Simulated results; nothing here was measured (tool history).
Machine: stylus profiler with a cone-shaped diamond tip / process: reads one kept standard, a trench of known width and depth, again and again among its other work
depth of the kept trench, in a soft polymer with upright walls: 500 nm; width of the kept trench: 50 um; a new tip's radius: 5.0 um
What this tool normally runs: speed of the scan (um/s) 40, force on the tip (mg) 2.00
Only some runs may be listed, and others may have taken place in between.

run,hour,speed of the scan (um/s),force on the tip (mg),depth of the trench (Å),width of the trench's floor (µm)
1,0.0,40,2.00,5032.3,44.97
2,25.4,40,2.00,5032.3,44.92
3,45.7,40,2.00,5030.8,44.84
4,68.4,62,2.00,5030.3,44.76
5,85.6,62,2.00,5030.1,44.72
6,111.0,62,2.00,5031.6,44.66
7,136.9,40,2.95,5040.9,44.78
8,163.2,40,0.96,5023.4,44.57
9,178.3,40,5.56,5059.6,44.74
10,205.8,23,5.56,5059.6,44.76
11,234.6,23,5.56,5059.8,44.67
12,254.7,23,3.52,5045.2,44.65
13,271.2,23,3.52,5046.5,44.66
14,302.0,40,2.00,5034.1,44.43
15,321.8,40,2.00,5034.8,44.43
16,349.3,40,2.00,5035.4,44.39
17,365.6,40,2.00,5036.3,44.35
18,397.8,116,2.00,5037.2,43.99
19,428.2,41,2.00,5035.5,44.27
20,451.2,41,2.00,5036.4,44.18
21,471.0,41,2.00,5036.9,44.16
22,503.3,12,1.31,5031.8,44.28
23,534.6,20,1.31,5029.3,44.13
24,557.3,20,1.31,5031.8,44.09
25,586.6,20,1.31,5030.8,44.12
# hour 589.1: height scale calibrated on a step standard
26,600.6,96,0.89,5031.6,43.61
27,625.8,24,1.90,5041.7,44.01
28,652.1,15,1.32,5036.4,44.02
29,681.7,128,3.54,5056.4,43.65
# hour 712.4: height scale calibrated on a step standard, once more
30,713.4,128,2.61,5031.9,43.53
31,744.6,128,2.61,5031.0,43.51
32,776.2,25,1.40,5022.6,43.80
33,793.8,31,1.60,5023.8,43.74
34,818.2,40,0.80,5015.3,43.63
35,836.8,40,0.80,5016.8,43.58
36,868.9,40,3.44,5039.4,43.64
37,899.2,27,2.82,5035.7,43.72
38,928.1,27,2.82,5035.6,43.63
39,946.4,59,1.70,5024.2,43.48
40,977.6,28,2.43,5032.8,43.54
41,1000.3,40,0.73,5015.8,43.31

Selected run-to-run steps in depth of the trench (Å), each split into two signed amounts: the part the tool would show with no hidden state at all (from settings, incoming material and random variation), and the remainder, which goes to the hidden state together with any gauge scatter not common to the measured and the hidden-state-free results:
Unlogged tool condition in this case: radius of the tip, um; height scale over the true one, %; drift of the gauge itself on depth_nm, %; drift of the gauge itself on floor_um, %.
Run 1 -> 2: no setting changed, nothing entered. depth of the trench (Å) +0.0: hidden state +0.5, all else -0.5.
Run 8 -> 9: force on the tip (mg) 0.96 -> 5.56. depth of the trench (Å) +36.2: hidden state +0.2, all else +36.0.
Run 25 -> 26: speed of the scan (um/s) 20 -> 96, force on the tip (mg) 1.31 -> 0.89, height scale calibrated on a step standard. depth of the trench (Å) +0.8: hidden state +4.2, all else -3.4.
Run 29 -> 30: force on the tip (mg) 3.54 -> 2.61, height scale calibrated on a step standard, once more. depth of the trench (Å) -24.5: hidden state -18.6, all else -5.9.
Run 35 -> 36: force on the tip (mg) 0.80 -> 3.44. depth of the trench (Å) +22.6: hidden state +0.5, all else +22.1.
